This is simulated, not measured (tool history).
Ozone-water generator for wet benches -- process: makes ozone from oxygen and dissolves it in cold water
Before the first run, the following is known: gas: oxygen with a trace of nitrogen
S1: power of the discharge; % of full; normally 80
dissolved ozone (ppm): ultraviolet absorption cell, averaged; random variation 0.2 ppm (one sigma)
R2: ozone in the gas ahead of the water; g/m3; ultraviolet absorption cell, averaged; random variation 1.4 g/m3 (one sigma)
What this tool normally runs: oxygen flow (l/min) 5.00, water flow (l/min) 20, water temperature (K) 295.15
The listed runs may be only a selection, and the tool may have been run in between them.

run 1 hour=0.0 | S1=80 oxygen_flow_(l/min)=5.00 water_flow_(l/min)=20 water_temperature_(K)=295.15 | dissolved_ozone_(ppm)=29.5 R2=260.1
run 2 hour=31.4 | S1=77 oxygen_flow_(l/min)=5.00 water_flow_(l/min)=20 water_temperature_(K)=295.15 | dissolved_ozone_(ppm)=29.0 R2=253.8
run 3 hour=55.7 | S1=77 oxygen_flow_(l/min)=5.00 water_flow_(l/min)=20 water_temperature_(K)=295.15 | dissolved_ozone_(ppm)=28.7 R2=255.3
run 4 hour=92.9 | S1=77 oxygen_flow_(l/min)=5.00 water_flow_(l/min)=20 water_temperature_(K)=295.15 | dissolved_ozone_(ppm)=28.9 R2=255.7
run 5 hour=118.2 | S1=77 oxygen_flow_(l/min)=5.00 water_flow_(l/min)=20 water_temperature_(K)=295.15 | dissolved_ozone_(ppm)=29.0 R2=256.0
run 6 hour=147.3 | S1=77 oxygen_flow_(l/min)=5.00 water_flow_(l/min)=20 water_temperature_(K)=295.15 | dissolved_ozone_(ppm)=28.8 R2=257.6
run 7 hour=168.0 | S1=80 oxygen_flow_(l/min)=5.00 water_flow_(l/min)=20 water_temperature_(K)=295.15 | dissolved_ozone_(ppm)=29.3 R2=261.3
run 8 hour=186.1 | S1=64 oxygen_flow_(l/min)=5.00 water_flow_(l/min)=20 water_temperature_(K)=295.15 | dissolved_ozone_(ppm)=26.1 R2=232.8
-- hour=197.3 water thermometer calibrated
run 9 hour=204.3 | S1=64 oxygen_flow_(l/min)=5.00 water_flow_(l/min)=20 water_temperature_(K)=295.15 | dissolved_ozone_(ppm)=26.4 R2=232.5
run 10 hour=234.0 | S1=80 oxygen_flow_(l/min)=5.00 water_flow_(l/min)=20 water_temperature_(K)=295.15 | dissolved_ozone_(ppm)=29.5 R2=260.1
run 11 hour=266.6 | S1=80 oxygen_flow_(l/min)=5.00 water_flow_(l/min)=20 water_temperature_(K)=295.15 | dissolved_ozone_(ppm)=29.5 R2=260.0
run 12 hour=289.1 | S1=80 oxygen_flow_(l/min)=5.00 water_flow_(l/min)=20 water_temperature_(K)=295.15 | dissolved_ozone_(ppm)=29.5 R2=261.4
run 13 hour=308.4 | S1=80 oxygen_flow_(l/min)=5.00 water_flow_(l/min)=20 water_temperature_(K)=295.15 | dissolved_ozone_(ppm)=29.3 R2=260.3
run 14 hour=333.5 | S1=80 oxygen_flow_(l/min)=6.01 water_flow_(l/min)=20 water_temperature_(K)=295.15 | dissolved_ozone_(ppm)=30.4 R2=245.1
run 15 hour=370.6 | S1=80 oxygen_flow_(l/min)=6.01 water_flow_(l/min)=20 water_temperature_(K)=295.15 | dissolved_ozone_(ppm)=30.3 R2=242.8
run 16 hour=405.3 | S1=80 oxygen_flow_(l/min)=5.00 water_flow_(l/min)=20 water_temperature_(K)=295.15 | dissolved_ozone_(ppm)=29.1 R2=261.4
run 17 hour=440.1 | S1=80 oxygen_flow_(l/min)=5.00 water_flow_(l/min)=20 water_temperature_(K)=295.15 | dissolved_ozone_(ppm)=29.7 R2=260.5
run 18 hour=477.4 | S1=80 oxygen_flow_(l/min)=5.00 water_flow_(l/min)=16 water_temperature_(K)=289.15 | dissolved_ozone_(ppm)=37.5 R2=260.1
run 19 hour=510.2 | S1=49 oxygen_flow_(l/min)=4.43 water_flow_(l/min)=23 water_temperature_(K)=294.15 | dissolved_ozone_(ppm)=20.5 R2=209.1
run 20 hour=549.3 | S1=67 oxygen_flow_(l/min)=8.28 water_flow_(l/min)=20 water_temperature_(K)=294.15 | dissolved_ozone_(ppm)=28.5 R2=196.3
run 21 hour=571.4 | S1=67 oxygen_flow_(l/min)=8.28 water_flow_(l/min)=20 water_temperature_(K)=288.15 | dissolved_ozone_(ppm)=31.7 R2=195.7
run 22 hour=603.4 | S1=67 oxygen_flow_(l/min)=8.28 water_flow_(l/min)=20 water_temperature_(K)=288.15 | dissolved_ozone_(ppm)=31.9 R2=197.8
run 23 hour=627.2 | S1=67 oxygen_flow_(l/min)=8.18 water_flow_(l/min)=20 water_temperature_(K)=299.15 | dissolved_ozone_(ppm)=25.8 R2=196.0
run 24 hour=662.0 | S1=67 oxygen_flow_(l/min)=8.18 water_flow_(l/min)=20 water_temperature_(K)=294.15 | dissolved_ozone_(ppm)=28.4 R2=197.5
run 25 hour=680.4 | S1=80 oxygen_flow_(l/min)=6.18 water_flow_(l/min)=20 water_temperature_(K)=295.15 | dissolved_ozone_(ppm)=29.9 R2=241.0
run 26 hour=701.9 | S1=80 oxygen_flow_(l/min)=6.18 water_flow_(l/min)=20 water_temperature_(K)=295.15 | dissolved_ozone_(ppm)=30.3 R2=242.0
run 27 hour=720.6 | S1=40 oxygen_flow_(l/min)=4.16 water_flow_(l/min)=14 water_temperature_(K)=290.15 | dissolved_ozone_(ppm)=27.2 R2=193.1
run 28 hour=749.6 | S1=50 oxygen_flow_(l/min)=4.16 water_flow_(l/min)=13 water_temperature_(K)=302.15 | dissolved_ozone_(ppm)=25.9 R2=218.2
run 29 hour=782.7 | S1=84 oxygen_flow_(l/min)=5.00 water_flow_(l/min)=21 water_temperature_(K)=294.15 | dissolved_ozone_(ppm)=29.5 R2=269.1
run 30 hour=822.4 | S1=80 oxygen_flow_(l/min)=5.00 water_flow_(l/min)=25 water_temperature_(K)=289.15 | dissolved_ozone_(ppm)=26.9 R2=261.6
run 31 hour=842.9 | S1=80 oxygen_flow_(l/min)=5.00 water_flow_(l/min)=25 water_temperature_(K)=289.15 | dissolved_ozone_(ppm)=27.1 R2=263.0
run 32 hour=864.6 | S1=80 oxygen_flow_(l/min)=5.00 water_flow_(l/min)=25 water_temperature_(K)=289.15 | dissolved_ozone_(ppm)=27.1 R2=260.1
run 33 hour=897.8 | S1=42 oxygen_flow_(l/min)=8.49 water_flow_(l/min)=20 water_temperature_(K)=295.15 | dissolved_ozone_(ppm)=21.7 R2=150.7

Each row is a separate what-if for the run after 33, all from the same tool condition, not one after another. Results?
run A hour=921.2 | S1=80 oxygen_flow_(l/min)=8.10 water_flow_(l/min)=20 water_temperature_(K)=289.15 | dissolved_ozone_(ppm)=? R2=?
run B hour=921.2 | S1=64 oxygen_flow_(l/min)=5.00 water_flow_(l/min)=20 water_temperature_(K)=295.15 | dissolved_ozone_(ppm)=? R2=?
run C hour=921.2 | S1=77 oxygen_flow_(l/min)=5.00 water_flow_(l/min)=20 water_temperature_(K)=295.15 | dissolved_ozone_(ppm)=? R2=?

run=A dissolved_ozone_(ppm)=33.7 R2=219.7
run=B dissolved_ozone_(ppm)=25.9 R2=231.7
run=C dissolved_ozone_(ppm)=28.8 R2=256.2
Without the tool's unlogged condition, the same runs would have read:
run=A dissolved_ozone_(ppm)=33.8 R2=219.8
run=B dissolved_ozone_(ppm)=25.9 R2=231.8
run=C dissolved_ozone_(ppm)=28.8 R2=256.3

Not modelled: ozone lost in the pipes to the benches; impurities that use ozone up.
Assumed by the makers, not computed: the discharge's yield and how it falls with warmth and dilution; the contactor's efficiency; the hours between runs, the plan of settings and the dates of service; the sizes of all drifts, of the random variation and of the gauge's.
